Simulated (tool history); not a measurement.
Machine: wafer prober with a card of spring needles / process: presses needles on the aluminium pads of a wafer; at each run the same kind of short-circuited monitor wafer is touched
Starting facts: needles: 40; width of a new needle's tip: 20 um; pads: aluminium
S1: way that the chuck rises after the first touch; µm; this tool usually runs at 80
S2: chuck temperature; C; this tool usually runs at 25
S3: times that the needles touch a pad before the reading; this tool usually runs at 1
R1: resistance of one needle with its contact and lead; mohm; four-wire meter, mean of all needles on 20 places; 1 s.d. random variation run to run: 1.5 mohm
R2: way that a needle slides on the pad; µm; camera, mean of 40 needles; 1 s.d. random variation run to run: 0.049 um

run 1 day=0.000 | S1=80 S2=25 S3=1 | R1=144 R2=19.69
-- day=0.204 tips cleaned on abrasive film
-- day=0.450 tips cleaned on abrasive film
-- day=0.704 tips cleaned on abrasive film
run 2 day=0.862 | S1=80 S2=123 S3=1 | R1=173 R2=19.56
-- day=0.917 tips cleaned on abrasive film
-- day=1.162 tips cleaned on abrasive film
-- day=1.400 tips cleaned on abrasive film
run 3 day=1.446 | S1=80 S2=123 S3=1 | R1=162 R2=19.53
-- day=1.650 tips cleaned on abrasive film
-- day=1.904 tips cleaned on abrasive film
-- day=2.108 tips cleaned on abrasive film
run 4 day=2.108 | S1=80 S2=74 S3=1 | R1=148 R2=19.55
-- day=2.358 tips cleaned on abrasive film
-- day=2.608 tips cleaned on abrasive film
-- day=2.850 tips cleaned on abrasive film
-- day=3.067 tips cleaned on abrasive film
run 5 day=3.067 | S1=81 S2=25 S3=1 | R1=141 R2=19.74
-- day=3.304 tips cleaned on abrasive film
-- day=3.558 tips cleaned on abrasive film
-- day=3.808 tips cleaned on abrasive film
run 6 day=3.958 | S1=81 S2=25 S3=1 | R1=157 R2=19.66
-- day=4.012 tips cleaned on abrasive film
-- day=4.267 tips cleaned on abrasive film
-- day=4.467 height of the first contact set anew
-- day=4.517 tips cleaned on abrasive film
run 7 day=4.517 | S1=80 S2=69 S3=1 | R1=151 R2=20.20
-- day=4.762 tips cleaned on abrasive film
-- day=5.004 tips cleaned on abrasive film
run 8 day=5.004 | S1=80 S2=120 S3=1 | R1=158 R2=20.25
-- day=5.258 tips cleaned on abrasive film
-- day=5.517 tips cleaned on abrasive film
run 9 day=5.525 | S1=80 S2=25 S3=1 | R1=143 R2=20.18
-- day=5.729 tips cleaned on abrasive film
-- day=5.983 tips cleaned on abrasive film
run 10 day=6.033 | S1=80 S2=25 S3=1 | R1=145 R2=20.12
-- day=6.225 tips cleaned on abrasive film
-- day=6.479 tips cleaned on abrasive film
-- day=6.683 tips cleaned on abrasive film
-- day=6.929 tips cleaned on abrasive film
run 11 day=6.958 | S1=80 S2=25 S3=2 | R1=140 R2=20.10
-- day=7.158 tips cleaned on abrasive film
-- day=7.412 tips cleaned on abrasive film
run 12 day=7.554 | S1=80 S2=101 S3=2 | R1=162 R2=20.01
-- day=7.658 tips cleaned on abrasive film
-- day=7.908 tips cleaned on abrasive film
-- day=8.162 tips cleaned on abrasive film
run 13 day=8.346 | S1=80 S2=101 S3=2 | R1=161 R2=20.02
-- day=8.400 tips cleaned on abrasive film
-- day=8.650 tips cleaned on abrasive film
run 14 day=8.779 | S1=82 S2=101 S3=2 | R1=159 R2=20.53
-- day=8.871 tips cleaned on abrasive film
-- day=9.117 tips cleaned on abrasive film
run 15 day=9.304 | S1=82 S2=28 S3=2 | R1=151 R2=20.48
-- day=9.358 tips cleaned on abrasive film
-- day=9.612 tips cleaned on abrasive film
-- day=9.858 tips cleaned on abrasive film
-- day=10.112 tips cleaned on abrasive film
run 16 day=10.288 | S1=64 S2=108 S3=3 | R1=170 R2=15.87
-- day=10.342 tips cleaned on abrasive film
-- day=10.588 tips cleaned on abrasive film
-- day=10.842 tips cleaned on abrasive film
run 17 day=10.846 | S1=85 S2=30 S3=2 | R1=139 R2=21.18
-- day=11.054 tips cleaned on abrasive film
-- day=11.308 tips cleaned on abrasive film
run 18 day=11.329 | S1=80 S2=118 S3=1 | R1=158 R2=19.76
-- day=11.529 tips cleaned on abrasive film
-- day=11.775 tips cleaned on abrasive film
run 19 day=11.950 | S1=80 S2=118 S3=1 | R1=173 R2=19.87
-- day=12.004 tips cleaned on abrasive film
-- day=12.258 tips cleaned on abrasive film
-- day=12.508 tips cleaned on abrasive film
-- day=12.750 tips cleaned on abrasive film
run 20 day=12.883 | S1=93 S2=25 S3=1 | R1=147 R2=22.93
-- day=12.988 tips cleaned on abrasive film
-- day=13.242 tips cleaned on abrasive film
-- day=13.492 tips cleaned on abrasive film
run 21 day=13.525 | S1=74 S2=43 S3=2 | R1=149 R2=18.12
-- day=13.733 tips cleaned on abrasive film
-- day=13.988 tips cleaned on abrasive film
-- day=14.200 tips cleaned on abrasive film
run 22 day=14.200 | S1=95 S2=25 S3=1 | R1=140 R2=23.45
-- day=14.404 tips cleaned on abrasive film
-- day=14.658 tips cleaned on abrasive film
-- day=14.904 tips cleaned on abrasive film
run 23 day=14.912 | S1=95 S2=25 S3=2 | R1=138 R2=23.46
-- day=15.158 tips cleaned on abrasive film
-- day=15.408 tips cleaned on abrasive film
run 24 day=15.554 | S1=81 S2=25 S3=2 | R1=150 R2=19.88

Run 25 has not been measured yet. What should we expect?
-- day=15.658 tips cleaned on abrasive film
-- day=15.908 tips cleaned on abrasive film
run 25 day=16.025 | S1=81 S2=99 S3=1 | R1=? R2=?

{"run 25": {"R1": 169, "R2": 19.84}}
On a tool with no hidden condition, and with the same random variation, this run would have come out at R1 149 mohm, R2 20.54 µm.
